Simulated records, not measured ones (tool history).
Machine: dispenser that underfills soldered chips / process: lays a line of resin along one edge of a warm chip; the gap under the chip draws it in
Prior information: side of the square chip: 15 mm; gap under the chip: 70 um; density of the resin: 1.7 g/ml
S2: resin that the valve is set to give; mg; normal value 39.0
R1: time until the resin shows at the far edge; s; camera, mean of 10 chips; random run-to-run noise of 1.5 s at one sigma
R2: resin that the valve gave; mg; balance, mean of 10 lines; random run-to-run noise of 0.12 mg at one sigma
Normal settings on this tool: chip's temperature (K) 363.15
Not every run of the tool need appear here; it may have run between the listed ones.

run 1 hour=0.0 | chip's_temperature_(K)=363.15 S2=39.0 | R1=245.3 R2=38.26
-- hour=3.3 new syringe of resin
run 2 hour=3.5 | chip's_temperature_(K)=363.15 S2=45.3 | R1=140.3 R2=44.22
run 3 hour=8.6 | chip's_temperature_(K)=361.15 S2=39.0 | R1=210.4 R2=37.98
run 4 hour=12.6 | chip's_temperature_(K)=360.15 S2=39.0 | R1=277.3 R2=38.02
-- hour=15.6 new syringe of resin
-- hour=17.4 dispensing valve cleaned and set on the balance
run 5 hour=19.7 | chip's_temperature_(K)=360.15 S2=39.0 | R1=195.6 R2=38.84
run 6 hour=24.2 | chip's_temperature_(K)=352.15 S2=39.0 | R1=371.3 R2=38.57
-- hour=29.2 new syringe of resin
run 7 hour=29.4 | chip's_temperature_(K)=363.15 S2=33.6 | R1=148.4 R2=33.38
run 8 hour=32.8 | chip's_temperature_(K)=363.15 S2=33.6 | R1=188.3 R2=33.31
run 9 hour=35.5 | chip's_temperature_(K)=363.15 S2=49.2 | R1=204.1 R2=48.89
-- hour=41.5 new syringe of resin
run 10 hour=41.7 | chip's_temperature_(K)=363.15 S2=49.2 | R1=143.6 R2=48.58
run 11 hour=44.5 | chip's_temperature_(K)=363.15 S2=33.7 | R1=177.9 R2=33.29
run 12 hour=47.2 | chip's_temperature_(K)=362.15 S2=39.0 | R1=210.2 R2=38.45
run 13 hour=51.4 | chip's_temperature_(K)=362.15 S2=39.0 | R1=268.1 R2=38.36
-- hour=54.0 new syringe of resin
run 14 hour=56.0 | chip's_temperature_(K)=363.15 S2=39.0 | R1=164.1 R2=38.25
run 15 hour=59.8 | chip's_temperature_(K)=363.15 S2=39.0 | R1=205.9 R2=38.26
run 16 hour=64.3 | chip's_temperature_(K)=349.15 S2=39.0 | R1=528.6 R2=37.98
-- hour=66.1 new syringe of resin
run 17 hour=69.5 | chip's_temperature_(K)=349.15 S2=39.0 | R1=344.8 R2=38.14
run 18 hour=74.0 | chip's_temperature_(K)=349.15 S2=39.0 | R1=456.6 R2=37.78
-- hour=77.1 dispensing valve cleaned and set on the balance
-- hour=79.5 new syringe of resin
run 19 hour=79.7 | chip's_temperature_(K)=354.15 S2=36.3 | R1=225.7 R2=36.49
run 20 hour=83.0 | chip's_temperature_(K)=354.15 S2=36.3 | R1=284.4 R2=36.31
run 21 hour=85.9 | chip's_temperature_(K)=354.15 S2=36.3 | R1=325.0 R2=36.34
-- hour=91.9 new syringe of resin
run 22 hour=91.9 | chip's_temperature_(K)=368.15 S2=35.2 | R1=115.7 R2=35.23
run 23 hour=97.1 | chip's_temperature_(K)=368.15 S2=35.2 | R1=160.2 R2=35.06
run 24 hour=99.8 | chip's_temperature_(K)=361.15 S2=39.0 | R1=252.0 R2=38.76
run 25 hour=102.9 | chip's_temperature_(K)=367.15 S2=35.2 | R1=234.0 R2=34.91
-- hour=104.1 new syringe of resin
run 26 hour=107.0 | chip's_temperature_(K)=373.15 S2=38.2 | R1=108.3 R2=37.78
run 27 hour=111.8 | chip's_temperature_(K)=373.15 S2=49.9 | R1=138.8 R2=49.43
run 28 hour=114.5 | chip's_temperature_(K)=370.15 S2=37.6 | R1=195.3 R2=37.17
-- hour=116.3 new syringe of resin
run 29 hour=120.0 | chip's_temperature_(K)=361.15 S2=38.0 | R1=201.7 R2=37.27
run 30 hour=123.1 | chip's_temperature_(K)=361.15 S2=45.5 | R1=235.2 R2=44.64
run 31 hour=126.0 | chip's_temperature_(K)=361.15 S2=45.5 | R1=276.4 R2=44.78
-- hour=128.9 new syringe of resin
run 32 hour=130.5 | chip's_temperature_(K)=361.15 S2=45.5 | R1=168.4 R2=44.34
-- hour=137.3 dispensing valve cleaned and set on the balance
run 33 hour=137.3 | chip's_temperature_(K)=361.15 S2=45.5 | R1=235.4 R2=45.64
run 34 hour=141.1 | chip's_temperature_(K)=374.15 S2=49.5 | R1=166.1 R2=49.45
-- hour=142.5 new syringe of resin
run 35 hour=144.6 | chip's_temperature_(K)=372.15 S2=38.0 | R1=108.6 R2=38.15

Some steps in R1, run to run, broken into two amounts with sign: the step expected even without the hidden condition (settings, incoming material, random variation), and the rest, left for the hidden condition together with whatever gauge scatter is not in both the measured and the hidden-condition-free result:
The hidden state here: resin's viscosity, % of fresh resin's; dose that the valve gives, % of what is set; true chip temperature over the reading, C; drift of the gauge itself on fill_s, %; drift of the gauge itself on given_mg, %.
Run 6 -> 7: chip's temperature (K) 352.15 -> 363.15, S2 39.0 -> 33.6, new syringe of resin. R1 -222.9 s: hidden state -126.6, all else -96.3.
Run 15 -> 16: chip's temperature (K) 363.15 -> 349.15. R1 +322.7 s: hidden state +184.2, all else +138.5.
Run 16 -> 17: new syringe of resin. R1 -183.8 s: hidden state -184.4, all else +0.6.
Run 18 -> 19: chip's temperature (K) 349.15 -> 354.15, S2 39.0 -> 36.3, dispensing valve cleaned and set on the balance, new syringe of resin. R1 -230.9 s: hidden state -168.4, all else -62.5.
